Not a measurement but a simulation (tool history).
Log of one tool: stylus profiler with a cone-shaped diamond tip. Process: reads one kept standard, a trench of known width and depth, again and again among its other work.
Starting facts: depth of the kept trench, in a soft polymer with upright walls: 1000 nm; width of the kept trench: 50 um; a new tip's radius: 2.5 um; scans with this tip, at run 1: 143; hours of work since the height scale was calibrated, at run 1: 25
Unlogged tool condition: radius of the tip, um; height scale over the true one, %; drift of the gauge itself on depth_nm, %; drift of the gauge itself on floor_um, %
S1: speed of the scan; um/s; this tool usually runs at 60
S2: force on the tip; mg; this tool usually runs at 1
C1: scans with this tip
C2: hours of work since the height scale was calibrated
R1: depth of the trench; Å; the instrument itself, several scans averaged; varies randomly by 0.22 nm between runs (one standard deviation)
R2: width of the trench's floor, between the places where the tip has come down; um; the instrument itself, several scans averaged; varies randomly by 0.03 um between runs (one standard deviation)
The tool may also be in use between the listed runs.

run 1 hour=0 | S1=60 S2=1 | C1=143 C2=25 | R1=10062.7 R2=45.83
run 2 hour=17.8 | S1=60 S2=2.08 | C1=196 C2=34 | R1=10098.5 R2=45.81
run 3 hour=59.4 | S1=60 S2=2.08 | C1=319 C2=55 | R1=10104.2 R2=45.85
run 4 hour=88.7 | S1=60 S2=1.35 | C1=405 C2=70 | R1=10076.3 R2=45.81
run 5 hour=109.4 | S1=60 S2=1.35 | C1=467 C2=81 | R1=10075.4 R2=45.76
run 6 hour=143.5 | S1=60 S2=1 | C1=567 C2=99 | R1=10058.1 R2=45.68
run 7 hour=180.7 | S1=60 S2=0.76 | C1=677 C2=118 | R1=10044.6 R2=45.69
run 8 hour=220.8 | S1=60 S2=0.76 | C1=796 C2=138 | R1=10047.6 R2=45.66
run 9 hour=240.5 | S1=84 S2=0.6 | C1=854 C2=148 | R1=10035.8 R2=45.57
run 10 hour=262.4 | S1=84 S2=0.6 | C1=919 C2=160 | R1=10038.8 R2=45.47
run 11 hour=285.6 | S1=156 S2=0.6 | C1=987 C2=172 | R1=10040 R2=45.15
run 12 hour=321.9 | S1=80 S2=0.89 | C1=1095 C2=190 | R1=10047.3 R2=45.64

Forecast each of these 5 alternatives for the next run:
run A hour=341.6 | S1=40 S2=0.4 | C1=1153 C2=200 | R1=? R2=?
run B hour=341.6 | S1=80 S2=2.81 | C1=1153 C2=200 | R1=? R2=?
run C hour=341.6 | S1=60 S2=0.4 | C1=1153 C2=200 | R1=? R2=?
run D hour=341.6 | S1=80 S2=0.73 | C1=1153 C2=200 | R1=? R2=?
run E hour=341.6 | S1=98 S2=0.89 | C1=1153 C2=200 | R1=? R2=?

run=A R1=10022.7 R2=45.67
run=B R1=10116 R2=45.72
run=C R1=10023.5 R2=45.5
run=D R1=10040.1 R2=45.57
run=E R1=10044.8 R2=45.55
The same runs, with their run-to-run variation unchanged, on a tool lacking any hidden condition would have given:
run=A R1=10032.4 R2=45.71
run=B R1=10125.8 R2=45.76
run=C R1=10033.2 R2=45.54
run=D R1=10049.8 R2=45.61
run=E R1=10054.6 R2=45.59

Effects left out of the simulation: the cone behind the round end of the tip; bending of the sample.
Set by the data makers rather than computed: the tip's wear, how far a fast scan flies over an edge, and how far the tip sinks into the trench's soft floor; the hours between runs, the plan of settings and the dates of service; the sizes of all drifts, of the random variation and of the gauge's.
